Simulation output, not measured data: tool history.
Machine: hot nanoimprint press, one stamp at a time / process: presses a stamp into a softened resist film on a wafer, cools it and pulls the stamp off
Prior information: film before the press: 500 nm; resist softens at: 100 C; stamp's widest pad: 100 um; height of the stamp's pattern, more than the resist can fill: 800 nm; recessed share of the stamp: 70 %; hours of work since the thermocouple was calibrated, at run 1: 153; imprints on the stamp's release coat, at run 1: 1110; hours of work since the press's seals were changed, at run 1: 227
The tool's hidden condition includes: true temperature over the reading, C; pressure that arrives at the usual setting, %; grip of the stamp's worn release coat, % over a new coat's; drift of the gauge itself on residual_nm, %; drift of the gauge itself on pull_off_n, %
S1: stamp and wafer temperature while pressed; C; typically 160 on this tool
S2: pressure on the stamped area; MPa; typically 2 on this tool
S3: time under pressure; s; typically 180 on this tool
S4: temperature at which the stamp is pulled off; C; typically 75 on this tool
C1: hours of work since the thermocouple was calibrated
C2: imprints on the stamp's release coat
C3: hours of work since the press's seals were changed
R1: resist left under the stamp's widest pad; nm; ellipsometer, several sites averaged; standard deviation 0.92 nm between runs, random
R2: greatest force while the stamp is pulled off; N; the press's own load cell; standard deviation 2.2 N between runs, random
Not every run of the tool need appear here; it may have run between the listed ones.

| run | hour | S1 | S2 | S3 | S4 | C1 | C2 | C3 | R1 | R2 |
|---|---|---|---|---|---|---|---|---|---|---|
| 1 | 0 | 160 | 2 | 180 | 75 | 153 | 1110 | 227 | 201.7 | 100 |
| 2 | 20.6 | 160 | 2 | 180 | 69 | 165 | 1150 | 238 | 201 | 98 |
| 3 | 39.8 | 160 | 2 | 180 | 75 | 175 | 1188 | 249 | 202.6 | 98 |
| 4 | 64.7 | 160 | 2 | 180 | 75 | 189 | 1236 | 263 | 201.6 | 102 |
| 5 | 97.1 | 160 | 2 | 180 | 75 | 207 | 1299 | 281 | 200.3 | 100 |
| 6 | 115.3 | 151 | 2 | 180 | 75 | 217 | 1335 | 291 | 305.9 | 95 |
| 7 | 139.3 | 160 | 2 | 180 | 75 | 231 | 1382 | 304 | 202.3 | 97 |
| 8 | 153 | 168 | 2 | 180 | 75 | 238 | 1408 | 312 | 138.1 | 98 |
| 9 | 175.2 | 168 | 2 | 133 | 75 | 251 | 1452 | 324 | 156.8 | 96 |
| 10 | 207.2 | 168 | 2 | 133 | 75 | 269 | 1514 | 342 | 157.4 | 99 |
| 11 | 220.8 | 167 | 2 | 133 | 75 | 276 | 1541 | 350 | 164.6 | 99 |
| 12 | 240.6 | 167 | 2 | 133 | 75 | 287 | 1580 | 361 | 163.5 | 96 |
| 13 | 268.9 | 167 | 2 | 133 | 75 | 303 | 1635 | 376 | 164.9 | 97 |
| 14 | 287.5 | 160 | 1.24 | 159 | 75 | 313 | 1671 | 387 | 263.9 | 94 |
| 15 | 301.2 | 160 | 2.3 | 159 | 75 | 321 | 1698 | 394 | 197.3 | 98 |
| 16 | 323.1 | 167 | 2.3 | 159 | 62 | 333 | 1740 | 406 | 142.4 | 104 |
| 17 | 337.2 | 157 | 2 | 125 | 68 | 341 | 1768 | 414 | 263.2 | 100 |
| 18 | 369.5 | 153 | 2.01 | 208 | 75 | 359 | 1831 | 432 | 266.6 | 98 |
| 19 | 392.1 | 153 | 2.01 | 208 | 75 | 371 | 1875 | 445 | 268.1 | 95 |
| 20 | 414.7 | 160 | 2 | 278 | 75 | 384 | 1919 | 457 | 170.9 | 104 |
| 21 | 442.9 | 160 | 1.43 | 180 | 75 | 399 | 1974 | 473 | 236.7 | 98 |
| 22 | 456.5 | 161 | 1.43 | 141 | 75 | 407 | 2001 | 481 | 247.9 | 97 |
|  | 463.1 | plate thermocouple calibrated |
| 23 | 481.3 | 161 | 1.43 | 141 | 75 | 10 | 2043 | 493 | 246.5 | 100 |
| 24 | 498.4 | 161 | 1.43 | 141 | 75 | 20 | 2077 | 502 | 246.4 | 99 |

What if the next run were any one of these 3? Each begins from the tool's condition after run 24:
| A | 511.6 | 149 | 3.02 | 180 | 75 | 27 | 2103 | 509 | ? | ? |
| B | 511.6 | 160 | 2.87 | 180 | 80 | 27 | 2103 | 509 | ? | ? |
| C | 511.6 | 167 | 1.63 | 141 | 69 | 27 | 2103 | 509 | ? | ? |

| run | R1 | R2 |
|---|---|---|
| A | 286.8 | 95 |
| B | 168.8 | 95 |
| C | 177.5 | 103 |
What these runs would have given with no unlogged condition in the tool:
| run | R1 | R2 |
|---|---|---|
| A | 286.7 | 94 |
| B | 168.7 | 94 |
| C | 177.5 | 102 |
